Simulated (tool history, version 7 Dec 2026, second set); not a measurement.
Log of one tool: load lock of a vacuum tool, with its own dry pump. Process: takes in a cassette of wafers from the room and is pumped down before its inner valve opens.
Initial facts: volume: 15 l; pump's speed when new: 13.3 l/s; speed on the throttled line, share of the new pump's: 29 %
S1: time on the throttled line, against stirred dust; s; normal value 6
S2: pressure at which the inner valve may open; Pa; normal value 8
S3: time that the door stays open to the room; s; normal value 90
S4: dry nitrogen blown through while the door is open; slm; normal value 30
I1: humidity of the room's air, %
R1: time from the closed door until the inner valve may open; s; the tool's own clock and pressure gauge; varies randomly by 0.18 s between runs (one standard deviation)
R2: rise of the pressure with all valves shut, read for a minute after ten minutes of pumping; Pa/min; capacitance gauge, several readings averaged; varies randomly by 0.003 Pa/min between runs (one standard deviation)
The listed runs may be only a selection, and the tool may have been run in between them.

run 1 hour=0.0 | S1=6 S2=8 S3=90 S4=30 | I1=43.5 | R1=15.1 R2=0.040
run 2 hour=306.9 | S1=6 S2=8 S3=90 S4=23 | I1=43.2 | R1=15.0 R2=0.047
run 3 hour=648.9 | S1=6 S2=8 S3=90 S4=23 | I1=44.0 | R1=15.1 R2=0.043
run 4 hour=1149.7 | S1=6 S2=8 S3=90 S4=23 | I1=43.5 | R1=15.0 R2=0.043
run 5 hour=1515.9 | S1=6 S2=8 S3=90 S4=23 | I1=43.1 | R1=14.8 R2=0.043
run 6 hour=2102.6 | S1=6 S2=8 S3=90 S4=23 | I1=43.7 | R1=14.8 R2=0.043
run 7 hour=2479.2 | S1=6 S2=8 S3=90 S4=23 | I1=45.0 | R1=15.0 R2=0.045
run 8 hour=2854.6 | S1=6 S2=8 S3=90 S4=30 | I1=42.8 | R1=15.1 R2=0.036
run 9 hour=3115.3 | S1=6 S2=8 S3=90 S4=30 | I1=46.7 | R1=15.2 R2=0.045
run 10 hour=3536.9 | S1=6 S2=8 S3=90 S4=30 | I1=46.6 | R1=14.9 R2=0.044
run 11 hour=4085.1 | S1=6 S2=8 S3=90 S4=30 | I1=45.2 | R1=14.7 R2=0.037
run 12 hour=4404.8 | S1=6 S2=8 S3=90 S4=30 | I1=43.6 | R1=14.9 R2=0.037
run 13 hour=4811.0 | S1=6 S2=8 S3=90 S4=30 | I1=44.6 | R1=15.1 R2=0.039
run 14 hour=5379.5 | S1=6 S2=8 S3=90 S4=30 | I1=47.4 | R1=15.0 R2=0.041
run 15 hour=5941.8 | S1=6 S2=8 S3=90 S4=30 | I1=46.7 | R1=15.1 R2=0.038
-- hour=6044.6 dry pump taken out, an overhauled one fitted
run 16 hour=6278.9 | S1=6 S2=8 S3=90 S4=30 | I1=46.5 | R1=14.9 R2=0.044
run 17 hour=6894.9 | S1=6 S2=8 S3=90 S4=30 | I1=47.1 | R1=14.7 R2=0.042
run 18 hour=7242.5 | S1=6 S2=8 S3=86 S4=30 | I1=45.3 | R1=15.2 R2=0.040
-- hour=7329.0 door's seal changed, seat wiped
run 19 hour=7677.8 | S1=8 S2=9 S3=124 S4=37 | I1=48.4 | R1=16.4 R2=0.041
run 20 hour=7987.1 | S1=4 S2=13 S3=176 S4=31 | I1=40.6 | R1=12.9 R2=0.046
run 21 hour=8419.0 | S1=4 S2=13 S3=176 S4=31 | I1=45.2 | R1=12.7 R2=0.046
run 22 hour=9039.3 | S1=4 S2=7 S3=57 S4=5 | I1=46.9 | R1=13.8 R2=0.056
run 23 hour=9476.4 | S1=4 S2=7 S3=57 S4=5 | I1=44.3 | R1=13.6 R2=0.053
run 24 hour=9784.3 | S1=6 S2=10 S3=190 S4=7 | I1=43.4 | R1=14.7 R2=0.077
run 25 hour=10118.1 | S1=12 S2=15 S3=77 S4=30 | I1=45.5 | R1=18.4 R2=0.035
run 26 hour=10446.1 | S1=12 S2=15 S3=77 S4=30 | I1=41.6 | R1=18.3 R2=0.039
run 27 hour=10994.6 | S1=12 S2=15 S3=77 S4=19 | I1=44.9 | R1=18.5 R2=0.044
run 28 hour=11252.6 | S1=12 S2=15 S3=80 S4=19 | I1=41.2 | R1=18.6 R2=0.048
run 29 hour=11565.0 | S1=12 S2=15 S3=80 S4=19 | I1=47.6 | R1=18.1 R2=0.045
run 30 hour=12129.7 | S1=12 S2=15 S3=80 S4=19 | I1=45.1 | R1=18.2 R2=0.045
run 31 hour=12542.2 | S1=12 S2=15 S3=80 S4=19 | I1=44.4 | R1=18.3 R2=0.049
run 32 hour=13007.2 | S1=12 S2=15 S3=80 S4=19 | I1=44.6 | R1=18.6 R2=0.044
run 33 hour=13596.4 | S1=12 S2=15 S3=80 S4=19 | I1=45.8 | R1=18.5 R2=0.051
run 34 hour=13988.0 | S1=6 S2=11 S3=90 S4=30 | I1=43.6 | R1=15.0 R2=0.037
run 35 hour=14622.9 | S1=10 S2=13 S3=28 S4=6 | I1=44.9 | R1=17.1 R2=0.045
run 36 hour=14883.0 | S1=10 S2=13 S3=28 S4=6 | I1=45.4 | R1=16.9 R2=0.047

Predict each of these 5 candidate next runs independently; none follows another, all start after run 36:
run A hour=15257.2 | S1=4 S2=13 S3=31 S4=6 | I1=46.3 | R1=? R2=?
run B hour=15257.2 | S1=6 S2=8 S3=90 S4=30 | I1=42.3 | R1=? R2=?
run C hour=15257.2 | S1=6 S2=11 S3=53 S4=38 | I1=45.8 | R1=? R2=?
run D hour=15257.2 | S1=6 S2=9 S3=45 S4=30 | I1=46.8 | R1=? R2=?
run E hour=15257.2 | S1=4 S2=8 S3=217 S4=23 | I1=47.1 | R1=? R2=?

run=A R1=13.0 R2=0.048
run=B R1=15.0 R2=0.039
run=C R1=15.0 R2=0.033
run=D R1=14.9 R2=0.039
run=E R1=13.5 R2=0.060
The same runs, with their run-to-run variation unchanged, on a tool lacking any hidden condition would have given:
run=A R1=13.0 R2=0.047
run=B R1=15.0 R2=0.038
run=C R1=15.0 R2=0.032
run=D R1=14.9 R2=0.038
run=E R1=13.5 R2=0.059
